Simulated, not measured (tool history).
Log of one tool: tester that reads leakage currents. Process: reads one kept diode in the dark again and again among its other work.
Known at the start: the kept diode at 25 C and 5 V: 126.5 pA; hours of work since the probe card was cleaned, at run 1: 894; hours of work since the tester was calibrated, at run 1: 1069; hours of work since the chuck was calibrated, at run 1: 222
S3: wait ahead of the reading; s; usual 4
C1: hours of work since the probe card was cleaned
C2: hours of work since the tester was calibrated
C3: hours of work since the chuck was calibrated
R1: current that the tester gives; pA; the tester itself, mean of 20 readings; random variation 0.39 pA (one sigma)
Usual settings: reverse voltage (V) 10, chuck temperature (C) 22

{"run": 1, "hour": 0.0, "reverse voltage (V)": 10, "chuck temperature (C)": 22, "S3": 4, "C1": 894, "C2": 1069, "C3": 222, "R1": 139.57}
{"run": 2, "hour": 120.2, "reverse voltage (V)": 10, "chuck temperature (C)": 21, "S3": 4, "C1": 952, "C2": 1128, "C3": 280, "R1": 128.43}
{"run": 3, "hour": 218.5, "reverse voltage (V)": 10, "chuck temperature (C)": 21, "S3": 4, "C1": 1000, "C2": 1175, "C3": 328, "R1": 130.01}
{"run": 4, "hour": 308.8, "reverse voltage (V)": 10, "chuck temperature (C)": 21, "S3": 4, "C1": 1044, "C2": 1219, "C3": 372, "R1": 131.11}
{"run": 5, "hour": 443.1, "reverse voltage (V)": 19.6, "chuck temperature (C)": 21, "S3": 4, "C1": 1109, "C2": 1285, "C3": 437, "R1": 181.86}
{"run": 6, "hour": 540.9, "reverse voltage (V)": 19.6, "chuck temperature (C)": 21, "S3": 4, "C1": 1157, "C2": 1332, "C3": 484, "R1": 183.64}
{"run": 7, "hour": 649.6, "reverse voltage (V)": 10, "chuck temperature (C)": 22, "S3": 0.86, "C1": 1209, "C2": 1385, "C3": 537, "R1": 151.84}
{"run": 8, "hour": 765.9, "reverse voltage (V)": 10, "chuck temperature (C)": 22, "S3": 0.41, "C1": 1266, "C2": 1441, "C3": 594, "R1": 156.71}
{"run": 9, "hour": 895.3, "reverse voltage (V)": 10, "chuck temperature (C)": 22, "S3": 4, "C1": 1329, "C2": 1504, "C3": 657, "R1": 152.89}
{"run": 10, "hour": 992.7, "reverse voltage (V)": 10, "chuck temperature (C)": 22, "S3": 4, "C1": 1376, "C2": 1551, "C3": 704, "R1": 154.28}
{"run": 11, "hour": 1085.0, "reverse voltage (V)": 10, "chuck temperature (C)": 22, "S3": 4, "C1": 1421, "C2": 1596, "C3": 749, "R1": 154.94}
{"run": 12, "hour": 1139.8, "reverse voltage (V)": 10, "chuck temperature (C)": 40, "S3": 4, "C1": 1448, "C2": 1623, "C3": 775, "R1": 790.34}
{"run": 13, "hour": 1259.2, "reverse voltage (V)": 10, "chuck temperature (C)": 22, "S3": 4, "C1": 1505, "C2": 1681, "C3": 833, "R1": 157.95}
{"run": 14, "hour": 1326.0, "reverse voltage (V)": 10, "chuck temperature (C)": 22, "S3": 4, "C1": 1538, "C2": 1713, "C3": 866, "R1": 159.33}
{"run": 15, "hour": 1435.4, "reverse voltage (V)": 15.1, "chuck temperature (C)": 22, "S3": 4, "C1": 1591, "C2": 1766, "C3": 919, "R1": 194.39}
{"run": 16, "hour": 1493.9, "reverse voltage (V)": 15.1, "chuck temperature (C)": 22, "S3": 4, "C1": 1619, "C2": 1795, "C3": 947, "R1": 195.64}
{"hour": 1507.5, "done": "tester calibrated"}
{"run": 17, "hour": 1590.2, "reverse voltage (V)": 10, "chuck temperature (C)": 22, "S3": 4, "C1": 1665, "C2": 40, "C3": 993, "R1": 164.08}
{"run": 18, "hour": 1655.9, "reverse voltage (V)": 10, "chuck temperature (C)": 22, "S3": 4, "C1": 1697, "C2": 72, "C3": 1025, "R1": 165.07}
{"run": 19, "hour": 1735.6, "reverse voltage (V)": 10, "chuck temperature (C)": 22, "S3": 4, "C1": 1736, "C2": 111, "C3": 1064, "R1": 165.73}
{"hour": 1834.0, "done": "tester calibrated, once more"}
{"run": 20, "hour": 1835.2, "reverse voltage (V)": 8.1, "chuck temperature (C)": 22, "S3": 4, "C1": 1783, "C2": 1, "C3": 1111, "R1": 150.77}
{"run": 21, "hour": 1928.4, "reverse voltage (V)": 8.1, "chuck temperature (C)": 22, "S3": 4, "C1": 1828, "C2": 46, "C3": 1156, "R1": 151.97}
{"hour": 1952.5, "done": "chuck's temperature calibrated"}
{"run": 22, "hour": 2050.9, "reverse voltage (V)": 11.9, "chuck temperature (C)": 28, "S3": 7.64, "C1": 1887, "C2": 104, "C3": 48, "R1": 254.63}
{"run": 23, "hour": 2122.6, "reverse voltage (V)": 4.5, "chuck temperature (C)": 37, "S3": 5.64, "C1": 1922, "C2": 139, "C3": 83, "R1": 372.98}
{"run": 24, "hour": 2191.5, "reverse voltage (V)": 3.4, "chuck temperature (C)": 25, "S3": 7.21, "C1": 1955, "C2": 173, "C3": 116, "R1": 111.04}
{"run": 25, "hour": 2318.5, "reverse voltage (V)": 14.9, "chuck temperature (C)": 41, "S3": 4, "C1": 2017, "C2": 234, "C3": 178, "R1": 918.11}
{"run": 26, "hour": 2441.7, "reverse voltage (V)": 3.3, "chuck temperature (C)": 28, "S3": 1.09, "C1": 2077, "C2": 294, "C3": 238, "R1": 148.22}
{"run": 27, "hour": 2546.3, "reverse voltage (V)": 4.3, "chuck temperature (C)": 27, "S3": 0.41, "C1": 2128, "C2": 345, "C3": 288, "R1": 156.97}
{"run": 28, "hour": 2661.6, "reverse voltage (V)": 10, "chuck temperature (C)": 22, "S3": 1.3, "C1": 2184, "C2": 401, "C3": 344, "R1": 145.68}
{"run": 29, "hour": 2788.2, "reverse voltage (V)": 1.1, "chuck temperature (C)": 28, "S3": 0.43, "C1": 2245, "C2": 462, "C3": 406, "R1": 94.36}
{"run": 30, "hour": 2855.4, "reverse voltage (V)": 2.3, "chuck temperature (C)": 43, "S3": 4.62, "C1": 2278, "C2": 495, "C3": 438, "R1": 493.16}
{"run": 31, "hour": 2966.7, "reverse voltage (V)": 2.3, "chuck temperature (C)": 43, "S3": 0.43, "C1": 2332, "C2": 549, "C3": 492, "R1": 501.79}
{"run": 32, "hour": 3079.1, "reverse voltage (V)": 10.7, "chuck temperature (C)": 51, "S3": 0.42, "C1": 2386, "C2": 604, "C3": 547, "R1": 1916.04}
{"run": 33, "hour": 3150.2, "reverse voltage (V)": 10.7, "chuck temperature (C)": 40, "S3": 0.42, "C1": 2421, "C2": 638, "C3": 582, "R1": 774.79}
{"run": 34, "hour": 3276.9, "reverse voltage (V)": 5.4, "chuck temperature (C)": 22, "S3": 3.27, "C1": 2482, "C2": 700, "C3": 643, "R1": 114.31}
{"run": 35, "hour": 3378.6, "reverse voltage (V)": 1.9, "chuck temperature (C)": 22, "S3": 4.07, "C1": 2532, "C2": 749, "C3": 692, "R1": 71.64}
{"run": 36, "hour": 3506.9, "reverse voltage (V)": 2.9, "chuck temperature (C)": 22, "S3": 4, "C1": 2594, "C2": 811, "C3": 755, "R1": 87.83}
{"run": 37, "hour": 3595.0, "reverse voltage (V)": 3.3, "chuck temperature (C)": 51, "S3": 0.5, "C1": 2637, "C2": 854, "C3": 797, "R1": 1191.38}
{"run": 38, "hour": 3727.4, "reverse voltage (V)": 3.3, "chuck temperature (C)": 51, "S3": 0.5, "C1": 2701, "C2": 918, "C3": 862, "R1": 1206.03}
{"run": 39, "hour": 3786.0, "reverse voltage (V)": 3.3, "chuck temperature (C)": 51, "S3": 3.56, "C1": 2730, "C2": 947, "C3": 890, "R1": 1205.23}
{"run": 40, "hour": 3880.1, "reverse voltage (V)": 3.3, "chuck temperature (C)": 51, "S3": 3.56, "C1": 2775, "C2": 993, "C3": 936, "R1": 1213.01}
{"run": 41, "hour": 3938.6, "reverse voltage (V)": 3.2, "chuck temperature (C)": 27, "S3": 4, "C1": 2804, "C2": 1021, "C3": 964, "R1": 152.12}

3 ways to go on from here, each from the tool as it stands after run 41. What would each give?
{"run": "A", "hour": 4063.2, "reverse voltage (V)": 14.7, "chuck temperature (C)": 27, "S3": 4, "C1": 2864, "C2": 1081, "C3": 1025, "R1": "?"}
{"run": "B", "hour": 4063.2, "reverse voltage (V)": 4.1, "chuck temperature (C)": 45, "S3": 4, "C1": 2864, "C2": 1081, "C3": 1025, "R1": "?"}
{"run": "C", "hour": 4063.2, "reverse voltage (V)": 2.1, "chuck temperature (C)": 27, "S3": 4.44, "C1": 2864, "C2": 1081, "C3": 1025, "R1": "?"}

run=A R1=308.8
run=B R1=827.09
run=C R1=127.31
Without the tool's hidden state the same runs would have given:
run=A R1=247.19
run=B R1=707.08
run=C R1=105.5
